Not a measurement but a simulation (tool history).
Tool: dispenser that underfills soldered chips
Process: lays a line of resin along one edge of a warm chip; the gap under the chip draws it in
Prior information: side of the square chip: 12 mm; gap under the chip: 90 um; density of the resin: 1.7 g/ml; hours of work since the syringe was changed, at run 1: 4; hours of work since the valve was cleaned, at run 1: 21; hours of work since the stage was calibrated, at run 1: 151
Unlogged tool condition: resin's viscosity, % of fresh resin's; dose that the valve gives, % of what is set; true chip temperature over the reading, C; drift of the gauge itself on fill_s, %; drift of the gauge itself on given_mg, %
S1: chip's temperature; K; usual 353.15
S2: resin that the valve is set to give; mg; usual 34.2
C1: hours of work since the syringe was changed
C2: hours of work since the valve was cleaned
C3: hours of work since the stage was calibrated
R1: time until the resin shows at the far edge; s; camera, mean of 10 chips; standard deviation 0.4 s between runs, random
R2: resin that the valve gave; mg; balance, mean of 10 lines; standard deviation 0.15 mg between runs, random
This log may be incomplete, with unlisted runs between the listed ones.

run   hour      S1    S2  C1  C2   C3    R1     R2
  1      0  353.15  34.2   4  21  151  34.6  33.83
  2      5  353.15  34.2   8  24  155  38.4  33.29
       5.9  -- new syringe of resin
  3    8.5  362.15  34.2   2  27  157  19.8  33.52
  4   11.3  353.15    32   4  29  159  34.3  31.22
  5   14.6  353.15    32   6  31  162    37  31.05
      17.7  -- new syringe of resin
  6   18.3  353.15    32   0  34  164    30  31.04
  7   21.9  353.15    32   3  36  167  32.7  31.02
  8   24.4  353.15    32   5  38  168  35.3  31.07
  9   28.1  353.15  36.8   7  41  171  37.4  35.34
      29.7  -- new syringe of resin
 10   33.1  353.15  36.8   2  44  174  31.1  35.23
 11   36.7  353.15  36.8   5  47  177  34.7  35.31
 12   40.1  353.15  30.2   7  49  179  39.4  28.82
      41.7  -- new syringe of resin
 13   44.2  353.15  34.2   2  52  182  31.3  32.54
 14   46.6  353.15  34.2   4  54  184  32.9  32.96
 15   48.9  353.15  31.3   5  55  185  35.7  29.87
 16   51.3  353.15  31.3   7  57  187  37.9  29.85
      53.5  -- new syringe of resin
 17   55.3  353.15  31.3   1  60  190  30.7  29.69
 18   58.2  353.15  31.3   3  62  192  34.4  29.72
      61.4  -- dispensing valve cleaned and set on the balance
 19   62.2  353.15  34.2   6   1  194  34.4   34.2
      66.2  -- new syringe of resin
 20   67.6  353.15  29.5   1   4  198  31.7  29.28
 21   70.8  353.15  29.5   3   7  200  33.7  29.46
 22   75.3  362.15    37   7  10  203  24.4  36.73
      78.3  -- new syringe of resin
 23   79.1  355.15  35.5   1  12  206  27.3  35.22
 24   84.1  360.15  39.1   4  16  209  23.5   38.7
 25   89.1  353.15  32.5   8  19  213  39.4   32.3
      90.3  -- new syringe of resin
 26   92.6  354.15  33.8   2  22  215    30  33.26
 27   97.6  344.15  39.1   5  25  219  56.3  38.31
     102.1  -- new syringe of resin
 28  102.3  362.15  41.5   0  29  222  19.9  40.35
 29  106.6  362.15  41.5   3  32  225  20.7  40.67
 30  110.6  362.15  41.5   6  34  228  22.7  40.52
     114.1  -- new syringe of resin
 31  114.9  345.15  34.2   1  37  231  46.7  32.83
 32  118.3  350.15  33.6   3  40  233  37.8   32.7
 33  123.1  350.15  33.6   7  43  237  43.9   32.1
     125.9  -- new syringe of resin
 34  127.8  340.15  32.7   1  46  240    64  31.55
 35  132.5  359.15  40.8   5  50  243  25.8   39.1
     137.7  -- new syringe of resin
 36  137.9  359.15  40.8   0  53  247  22.3  38.97

Below, some changes in R1 between adjacent runs. For each, the amount present without the hidden state too (settings, incoming material, random variation) and the amount remaining for the hidden state with gauge scatter not shared by both compared results:
Run 2 -> 3: S1 353.15 -> 362.15, new syringe of resin. R1 -18.6 s: hidden state -8.7, all else -9.9.
Run 26 -> 27: S1 354.15 -> 344.15, S2 33.8 -> 39.1. R1 +26.3 s: hidden state +9.4, all else +16.9.
Run 27 -> 28: S1 344.15 -> 362.15, S2 39.1 -> 41.5, new syringe of resin. R1 -36.4 s: hidden state -11.8, all else -24.6.
Run 34 -> 35: S1 340.15 -> 359.15, S2 32.7 -> 40.8. R1 -38.2 s: hidden state -4.4, all else -33.8.
